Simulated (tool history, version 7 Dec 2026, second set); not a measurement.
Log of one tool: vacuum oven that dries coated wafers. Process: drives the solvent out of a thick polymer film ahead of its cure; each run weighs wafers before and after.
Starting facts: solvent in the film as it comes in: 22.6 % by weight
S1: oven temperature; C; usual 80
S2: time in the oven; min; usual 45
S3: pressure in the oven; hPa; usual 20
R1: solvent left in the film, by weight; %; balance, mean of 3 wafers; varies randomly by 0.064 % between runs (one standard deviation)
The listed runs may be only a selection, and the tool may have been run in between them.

| run | hour | S1 | S2 | S3 | R1 |
|---|---|---|---|---|---|
| 1 | 0 | 80 | 45 | 20 | 5.91 |
| 2 | 65.2 | 80 | 45 | 20 | 5.78 |
| 3 | 151.9 | 80 | 45 | 20 | 5.71 |
| 4 | 251.9 | 80 | 45 | 20 | 5.73 |
| 5 | 311.7 | 80 | 45 | 20 | 5.69 |
| 6 | 388.6 | 80 | 45 | 20 | 5.8 |
| 7 | 500.3 | 80 | 45 | 20 | 5.6 |
| 8 | 556.7 | 80 | 45 | 20 | 5.75 |
| 9 | 606 | 79 | 29 | 36.7 | 9.61 |
| 10 | 706.8 | 88 | 45 | 20 | 2.37 |
| 11 | 798.9 | 89 | 55 | 14.4 | 1.46 |
| 12 | 887 | 80 | 75 | 20 | 3 |
| 13 | 954.1 | 80 | 75 | 20 | 3.04 |
| 14 | 1069.3 | 67 | 75 | 20 | 8.82 |
| 15 | 1119.9 | 86 | 22 | 20 | 6.57 |
| 16 | 1175.4 | 91 | 44 | 30.9 | 1.86 |

Removed from this log: 1 entry logged between the listed runs. Between which two listed runs does each belong, and how does the tool's hidden state at the listed run before it compare with that at the listed run after it?
Run 13 -> run 14: vacuum gauge cleaned of residue and calibrated (hour 1040.2)
  true wafer temperature over the reading, C: 1.01 -> 1.13; true pressure over the reading, kPa: 0.536 -> 0.011
  measured result minus the result with no hidden state, R1: -0.04 -> -0.62 %

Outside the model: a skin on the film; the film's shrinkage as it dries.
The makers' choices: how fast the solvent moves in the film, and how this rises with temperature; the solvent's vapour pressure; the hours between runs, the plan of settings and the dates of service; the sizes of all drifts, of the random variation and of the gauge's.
